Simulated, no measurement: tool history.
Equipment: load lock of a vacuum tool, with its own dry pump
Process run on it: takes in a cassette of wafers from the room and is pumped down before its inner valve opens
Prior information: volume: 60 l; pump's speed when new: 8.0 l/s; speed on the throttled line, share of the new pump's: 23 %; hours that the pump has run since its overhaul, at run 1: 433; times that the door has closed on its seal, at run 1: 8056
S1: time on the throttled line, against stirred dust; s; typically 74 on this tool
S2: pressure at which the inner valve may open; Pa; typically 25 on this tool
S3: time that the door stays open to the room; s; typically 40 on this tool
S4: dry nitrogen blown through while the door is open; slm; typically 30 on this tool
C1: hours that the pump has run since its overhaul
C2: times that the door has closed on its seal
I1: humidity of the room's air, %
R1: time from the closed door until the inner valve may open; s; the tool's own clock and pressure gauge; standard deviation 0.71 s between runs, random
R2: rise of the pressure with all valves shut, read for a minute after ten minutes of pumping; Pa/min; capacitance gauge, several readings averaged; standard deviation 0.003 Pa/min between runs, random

| run | hour | S1 | S2 | S3 | S4 | C1 | C2 | I1 | R1 | R2 |
|---|---|---|---|---|---|---|---|---|---|---|
| 1 | 0.0 | 74 | 25 | 40 | 30 | 433 | 8056 | 46.9 | 120.6 | 0.027 |
| 2 | 200.6 | 74 | 25 | 40 | 30 | 633 | 8727 | 44.2 | 119.9 | 0.022 |
| 3 | 643.7 | 74 | 25 | 40 | 30 | 1076 | 10210 | 45.0 | 120.7 | 0.020 |
| 4 | 1053.4 | 74 | 25 | 40 | 30 | 1486 | 11582 | 47.7 | 120.6 | 0.025 |
| 5 | 1310.2 | 74 | 25 | 40 | 30 | 1743 | 12441 | 46.2 | 121.6 | 0.025 |
| 6 | 1647.3 | 74 | 25 | 40 | 30 | 2080 | 13570 | 49.5 | 119.6 | 0.022 |
| 7 | 1926.9 | 74 | 36 | 55 | 30 | 2360 | 14505 | 44.2 | 116.0 | 0.026 |
| 8 | 2418.3 | 105 | 20 | 40 | 30 | 2851 | 16150 | 47.2 | 146.8 | 0.023 |
| 9 | 2858.6 | 105 | 20 | 40 | 30 | 3291 | 17624 | 45.9 | 144.9 | 0.028 |
| 10 | 3283.9 | 105 | 20 | 40 | 30 | 3717 | 19047 | 47.4 | 145.6 | 0.024 |
| 11 | 3708.2 | 105 | 20 | 40 | 30 | 4141 | 20468 | 45.4 | 145.9 | 0.020 |

Branching from run 11: 4 alternative next runs. What would each branch give?
| A | 4137.2 | 113 | 34 | 54 | 30 | 4570 | 21903 | 42.9 | ? | ? |
| B | 4137.2 | 85 | 35 | 38 | 30 | 4570 | 21903 | 44.7 | ? | ? |
| C | 4137.2 | 105 | 20 | 145 | 5 | 4570 | 21903 | 47.7 | ? | ? |
| D | 4137.2 | 74 | 42 | 40 | 30 | 4570 | 21903 | 47.6 | ? | ? |

| run | R1 | R2 |
|---|---|---|
| A | 148.6 | 0.035 |
| B | 126.1 | 0.018 |
| C | 146.2 | 0.098 |
| D | 115.1 | 0.025 |
What these runs would have given with no unlogged condition in the tool:
| run | R1 | R2 |
|---|---|---|
| A | 148.6 | 0.034 |
| B | 126.1 | 0.018 |
| C | 146.1 | 0.097 |
| D | 115.1 | 0.024 |
